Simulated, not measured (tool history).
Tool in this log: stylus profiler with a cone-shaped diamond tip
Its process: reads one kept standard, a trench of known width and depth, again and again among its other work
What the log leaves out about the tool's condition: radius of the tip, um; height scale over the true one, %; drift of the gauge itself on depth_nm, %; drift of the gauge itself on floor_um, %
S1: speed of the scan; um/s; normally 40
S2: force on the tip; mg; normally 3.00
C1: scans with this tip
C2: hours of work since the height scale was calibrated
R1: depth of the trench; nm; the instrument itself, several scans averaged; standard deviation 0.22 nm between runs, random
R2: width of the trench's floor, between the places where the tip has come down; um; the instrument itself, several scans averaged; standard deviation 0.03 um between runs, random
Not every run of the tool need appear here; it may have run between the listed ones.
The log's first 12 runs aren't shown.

| run | hour | S1 | S2 | C1 | C2 | R1 | R2 |
|---|---|---|---|---|---|---|---|
| 13 | 253.5 | 40 | 1.87 | 10790 | 751 | 1005.89 | 15.18 |
| 14 | 274.0 | 16 | 3.00 | 10986 | 765 | 1007.86 | 15.38 |
|  | 275.8 | height scale calibrated on a step standard |
| 15 | 292.5 | 61 | 3.00 | 11158 | 11 | 1008.48 | 15.13 |
| 16 | 306.6 | 61 | 3.00 | 11294 | 21 | 1008.96 | 15.14 |
| 17 | 322.9 | 61 | 3.00 | 11450 | 31 | 1008.47 | 15.15 |
| 18 | 337.9 | 61 | 3.00 | 11594 | 41 | 1008.48 | 15.05 |
|  | 350.1 | height scale calibrated on a step standard, once more |
| 19 | 362.2 | 157 | 3.00 | 11821 | 8 | 1006.57 | 14.65 |
| 20 | 390.2 | 157 | 3.00 | 12090 | 27 | 1005.83 | 14.64 |
| 21 | 418.1 | 157 | 3.00 | 12358 | 45 | 1006.39 | 14.53 |
| 22 | 430.1 | 40 | 2.54 | 12473 | 53 | 1005.65 | 15.11 |
| 23 | 457.7 | 40 | 2.54 | 12737 | 72 | 1005.73 | 15.11 |
| 24 | 479.5 | 68 | 2.93 | 12946 | 86 | 1006.38 | 14.98 |
| 25 | 500.5 | 108 | 3.67 | 13147 | 100 | 1007.25 | 14.77 |
| 26 | 528.8 | 32 | 2.80 | 13419 | 119 | 1006.20 | 15.12 |
| 27 | 546.3 | 23 | 5.03 | 13586 | 131 | 1008.95 | 15.20 |
| 28 | 569.1 | 23 | 5.03 | 13806 | 146 | 1009.09 | 15.24 |
| 29 | 597.1 | 23 | 5.79 | 14074 | 165 | 1010.39 | 15.22 |
| 30 | 616.6 | 40 | 2.56 | 14261 | 178 | 1006.07 | 15.07 |
| 31 | 640.2 | 19 | 1.05 | 14487 | 194 | 1003.21 | 15.11 |
| 32 | 668.3 | 13 | 3.22 | 14757 | 212 | 1007.02 | 15.14 |
| 33 | 680.8 | 133 | 3.00 | 14877 | 221 | 1007.04 | 14.51 |
| 34 | 703.2 | 22 | 3.00 | 15092 | 236 | 1006.88 | 15.11 |
| 35 | 720.7 | 18 | 1.01 | 15259 | 247 | 1003.66 | 15.04 |
| 36 | 746.9 | 82 | 1.37 | 15510 | 265 | 1003.90 | 14.57 |

Run 37 has not been measured yet. What should we expect?
| 37 | 763.5 | 82 | 3.79 | 15669 | 276 | ? | ? |

Run 37 gave R1 1007.67 nm, R2 14.86 um.
Minus the tool's unlogged condition, the same run would have read R1 1006.93 nm, R2 15.68 um.

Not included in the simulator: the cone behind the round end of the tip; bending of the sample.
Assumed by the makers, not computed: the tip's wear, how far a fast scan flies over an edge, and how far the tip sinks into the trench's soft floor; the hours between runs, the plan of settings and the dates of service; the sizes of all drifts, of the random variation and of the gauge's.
